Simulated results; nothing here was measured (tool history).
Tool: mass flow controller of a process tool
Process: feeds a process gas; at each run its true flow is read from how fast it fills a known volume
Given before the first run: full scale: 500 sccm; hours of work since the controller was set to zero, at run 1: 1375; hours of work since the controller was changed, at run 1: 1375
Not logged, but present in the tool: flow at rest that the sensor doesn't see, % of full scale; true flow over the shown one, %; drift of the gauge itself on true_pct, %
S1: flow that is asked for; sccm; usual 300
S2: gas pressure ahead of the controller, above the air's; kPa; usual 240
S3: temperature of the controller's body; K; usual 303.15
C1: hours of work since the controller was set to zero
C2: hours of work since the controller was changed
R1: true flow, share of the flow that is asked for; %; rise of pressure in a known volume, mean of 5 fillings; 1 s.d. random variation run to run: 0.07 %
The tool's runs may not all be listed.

{"run": 1, "hour": 0.0, "S1": 300, "S2": 240, "S3": 303.15, "C1": 1375, "C2": 1375, "R1": 99.27}
{"run": 2, "hour": 82.6, "S1": 300, "S2": 240, "S3": 303.15, "C1": 1413, "C2": 1413, "R1": 99.29}
{"run": 3, "hour": 136.4, "S1": 300, "S2": 240, "S3": 303.15, "C1": 1438, "C2": 1438, "R1": 99.32}
{"run": 4, "hour": 196.4, "S1": 300, "S2": 240, "S3": 303.15, "C1": 1466, "C2": 1466, "R1": 99.29}
{"run": 5, "hour": 235.4, "S1": 300, "S2": 240, "S3": 303.15, "C1": 1484, "C2": 1484, "R1": 99.33}
{"run": 6, "hour": 304.3, "S1": 300, "S2": 240, "S3": 303.15, "C1": 1516, "C2": 1516, "R1": 99.45}
{"run": 7, "hour": 358.2, "S1": 300, "S2": 240, "S3": 306.15, "C1": 1541, "C2": 1541, "R1": 99.19}
{"run": 8, "hour": 438.6, "S1": 300, "S2": 240, "S3": 306.15, "C1": 1579, "C2": 1579, "R1": 99.36}
{"run": 9, "hour": 485.7, "S1": 300, "S2": 240, "S3": 295.15, "C1": 1601, "C2": 1601, "R1": 99.8}
{"run": 10, "hour": 531.1, "S1": 300, "S2": 240, "S3": 295.15, "C1": 1622, "C2": 1622, "R1": 99.92}
{"run": 11, "hour": 589.5, "S1": 300, "S2": 240, "S3": 295.15, "C1": 1649, "C2": 1649, "R1": 99.87}
{"run": 12, "hour": 648.2, "S1": 300, "S2": 240, "S3": 298.15, "C1": 1676, "C2": 1676, "R1": 99.75}
{"run": 13, "hour": 699.3, "S1": 305, "S2": 142, "S3": 303.15, "C1": 1700, "C2": 1700, "R1": 98.77}
{"run": 14, "hour": 767.5, "S1": 305, "S2": 142, "S3": 303.15, "C1": 1732, "C2": 1732, "R1": 98.82}
{"run": 15, "hour": 842.0, "S1": 305, "S2": 142, "S3": 303.15, "C1": 1766, "C2": 1766, "R1": 98.82}
{"run": 16, "hour": 901.0, "S1": 115, "S2": 158, "S3": 308.15, "C1": 1794, "C2": 1794, "R1": 98.09}
{"run": 17, "hour": 976.0, "S1": 115, "S2": 158, "S3": 308.15, "C1": 1829, "C2": 1829, "R1": 98.15}
{"run": 18, "hour": 1028.8, "S1": 300, "S2": 175, "S3": 295.15, "C1": 1853, "C2": 1853, "R1": 99.41}
{"run": 19, "hour": 1117.7, "S1": 300, "S2": 175, "S3": 295.15, "C1": 1895, "C2": 1895, "R1": 99.41}
{"run": 20, "hour": 1170.4, "S1": 148, "S2": 152, "S3": 294.15, "C1": 1919, "C2": 1919, "R1": 98.8}
{"run": 21, "hour": 1214.3, "S1": 121, "S2": 273, "S3": 299.15, "C1": 1940, "C2": 1940, "R1": 99.26}
{"run": 22, "hour": 1261.1, "S1": 300, "S2": 228, "S3": 306.15, "C1": 1962, "C2": 1962, "R1": 99.13}

Branching from run 22: 5 alternative next runs. What would each branch give?
{"run": "A", "hour": 1333.1, "S1": 226, "S2": 276, "S3": 309.15, "C1": 1995, "C2": 1995, "R1": "?"}
{"run": "B", "hour": 1333.1, "S1": 298, "S2": 180, "S3": 299.15, "C1": 1995, "C2": 1995, "R1": "?"}
{"run": "C", "hour": 1333.1, "S1": 81, "S2": 216, "S3": 293.15, "C1": 1995, "C2": 1995, "R1": "?"}
{"run": "D", "hour": 1333.1, "S1": 300, "S2": 228, "S3": 305.15, "C1": 1995, "C2": 1995, "R1": "?"}
{"run": "E", "hour": 1333.1, "S1": 91, "S2": 194, "S3": 294.15, "C1": 1995, "C2": 1995, "R1": "?"}

run=A R1=99.11
run=B R1=99.24
run=C R1=99.15
run=D R1=99.24
run=E R1=98.95
With no hidden state in the tool, these same runs would have given:
run=A R1=99.12
run=B R1=99.25
run=C R1=99.15
run=D R1=99.24
run=E R1=98.96
